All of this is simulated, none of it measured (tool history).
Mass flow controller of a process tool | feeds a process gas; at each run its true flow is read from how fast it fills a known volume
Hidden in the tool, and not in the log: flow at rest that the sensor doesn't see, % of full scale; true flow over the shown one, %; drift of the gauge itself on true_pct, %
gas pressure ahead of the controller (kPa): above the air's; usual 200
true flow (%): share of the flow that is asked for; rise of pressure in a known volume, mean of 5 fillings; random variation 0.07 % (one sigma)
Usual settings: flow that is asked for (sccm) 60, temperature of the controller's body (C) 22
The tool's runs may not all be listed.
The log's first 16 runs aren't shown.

run	hour	flow that is asked for (sccm)	gas pressure ahead of the controller (kPa)	temperature of the controller's body (C)	hours of work since the controller was set to zero	hours of work since the controller was changed	true flow (%)
17	2782.4	60	200	22	3525	3525	95.96
18	2979.6	60	200	22	3668	3668	95.72
19	3227.9	68	200	22	3847	3847	95.88
20	3449.7	68	200	22	4008	4008	95.81
21	3554.3	68	200	22	4084	4084	95.73
22	3769.3	68	200	22	4239	4239	95.64
23	3923.5	68	200	22	4351	4351	95.58
24	4079.0	68	200	22	4464	4464	95.48
25	4234.2	117	200	22	4576	4576	96.75
26	4443.0	117	200	22	4727	4727	96.61
27	4590.7	60	246	22	4834	4834	94.69
28	4791.6	22	200	20	4980	4980	90.52
29	5003.3	22	200	28	5133	5133	90.11
30	5247.8	22	273	21	5310	5310	89.56
31	5408.2	22	273	21	5426	5426	89.39
32	5585.5	115	223	35	5554	5554	95.74
33	5774.2	60	200	30	5691	5691	94.04

Run 34 comes next. What will it give?
34	5876.0	103	231	37	5765	5765	?

true flow (%): 95.18
Without the tool's hidden state the same run would have given true flow (%) 98.43.

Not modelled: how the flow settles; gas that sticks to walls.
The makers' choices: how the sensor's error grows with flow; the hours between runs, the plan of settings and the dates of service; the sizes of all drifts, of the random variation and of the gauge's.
